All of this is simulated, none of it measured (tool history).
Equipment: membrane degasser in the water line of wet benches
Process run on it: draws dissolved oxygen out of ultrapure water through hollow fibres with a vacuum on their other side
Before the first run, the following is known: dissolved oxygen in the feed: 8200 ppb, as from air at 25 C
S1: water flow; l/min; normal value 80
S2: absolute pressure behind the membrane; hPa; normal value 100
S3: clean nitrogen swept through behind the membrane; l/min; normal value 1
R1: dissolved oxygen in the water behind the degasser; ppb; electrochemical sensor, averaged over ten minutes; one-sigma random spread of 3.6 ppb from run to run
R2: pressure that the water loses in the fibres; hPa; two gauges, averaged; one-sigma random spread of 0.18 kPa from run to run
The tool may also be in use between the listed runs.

| run | day | S1 | S2 | S3 | R1 | R2 |
|---|---|---|---|---|---|---|
| 1 | 0 | 80 | 100 | 1 | 1068.4 | 500.6 |
| 2 | 2.321 | 80 | 100 | 1 | 1055.8 | 495.5 |
|  | 3.062 | seals of the vacuum lines changed |
| 3 | 4.029 | 80 | 100 | 1 | 1056.7 | 495.7 |
| 4 | 5.783 | 80 | 100 | 1 | 1052 | 500.4 |
| 5 | 8.358 | 80 | 100 | 1 | 1057.4 | 498.9 |
| 6 | 11.733 | 80 | 150 | 1 | 1572.1 | 496 |
| 7 | 14 | 80 | 150 | 1 | 1570.6 | 498.6 |
| 8 | 15.667 | 80 | 100 | 1 | 1055.4 | 497.7 |
| 9 | 17.571 | 80 | 100 | 0.53 | 1399 | 500.6 |
| 10 | 21.283 | 90 | 100 | 1 | 1186.6 | 561.8 |
| 11 | 23.075 | 90 | 100 | 1 | 1186.5 | 563.6 |
| 12 | 25.142 | 90 | 100 | 1 | 1179.6 | 565.3 |
| 13 | 28.567 | 80 | 100 | 1 | 1044 | 499 |
| 14 | 30.417 | 80 | 100 | 1 | 1050.2 | 502.7 |
| 15 | 33.575 | 80 | 100 | 1.71 | 806.6 | 502.4 |
| 16 | 35.679 | 80 | 100 | 1.71 | 802.4 | 500.8 |
| 17 | 38.888 | 107 | 80 | 1 | 1134.9 | 667.8 |
| 18 | 42.3 | 80 | 116 | 0.87 | 1308.6 | 500 |
| 19 | 45.238 | 70 | 95 | 0.62 | 1107.1 | 436.7 |
| 20 | 47.479 | 57 | 136 | 0.61 | 1424.5 | 356.2 |
| 21 | 49.733 | 75 | 136 | 1.38 | 1124.3 | 470.4 |
| 22 | 52.862 | 77 | 121 | 1.77 | 892.9 | 479 |
| 23 | 54.608 | 119 | 100 | 1.35 | 1371.6 | 743.5 |
| 24 | 56.471 | 119 | 100 | 2.51 | 1097.1 | 745.5 |
| 25 | 59.988 | 49 | 101 | 0.89 | 706.9 | 305 |
| 26 | 63.446 | 49 | 101 | 0.89 | 709.4 | 306 |
| 27 | 67.075 | 80 | 85 | 0.63 | 1077.9 | 501.6 |
| 28 | 69.758 | 80 | 85 | 0.63 | 1069.3 | 500.2 |
| 29 | 71.546 | 80 | 85 | 0.63 | 1075.3 | 497.5 |
|  | 73.217 | gauge calibrated |
| 30 | 73.95 | 80 | 85 | 0.63 | 1101.2 | 499.6 |
| 31 | 76.904 | 80 | 85 | 0.63 | 1099.4 | 503.2 |
| 32 | 78.496 | 80 | 85 | 0.63 | 1095.5 | 500.2 |

How would selected steps in R1 from run to run divide? Give the signed amount a tool lacking its hidden state would still show from settings, what came in and random variation, and the signed amount left for the hidden state, including any gauge scatter that is not in both of the compared results.
Hidden state at play: membrane still open, %; true pressure behind the membrane over the reading, kPa; air that leaks in behind the membrane, l/min; drift of the gauge itself on oxygen_ppb, %; drift of the gauge itself on loss_of_pressure_kpa, %.
Run 5 -> 6: S2 100 -> 150. R1 +514.7 ppb: hidden state -2.8, all else +517.5.
Run 7 -> 8: S2 150 -> 100. R1 -515.2 ppb: hidden state +1.6, all else -516.8.
Run 22 -> 23: S1 77 -> 119, S2 121 -> 100, S3 1.77 -> 1.35. R1 +478.7 ppb: hidden state -7.5, all else +486.2.
Run 26 -> 27: S1 49 -> 80, S2 101 -> 85, S3 0.89 -> 0.63. R1 +368.5 ppb: hidden state -7.4, all else +375.9.
Run 29 -> 30: gauge calibrated. R1 +25.9 ppb: hidden state +21.9, all else +4.

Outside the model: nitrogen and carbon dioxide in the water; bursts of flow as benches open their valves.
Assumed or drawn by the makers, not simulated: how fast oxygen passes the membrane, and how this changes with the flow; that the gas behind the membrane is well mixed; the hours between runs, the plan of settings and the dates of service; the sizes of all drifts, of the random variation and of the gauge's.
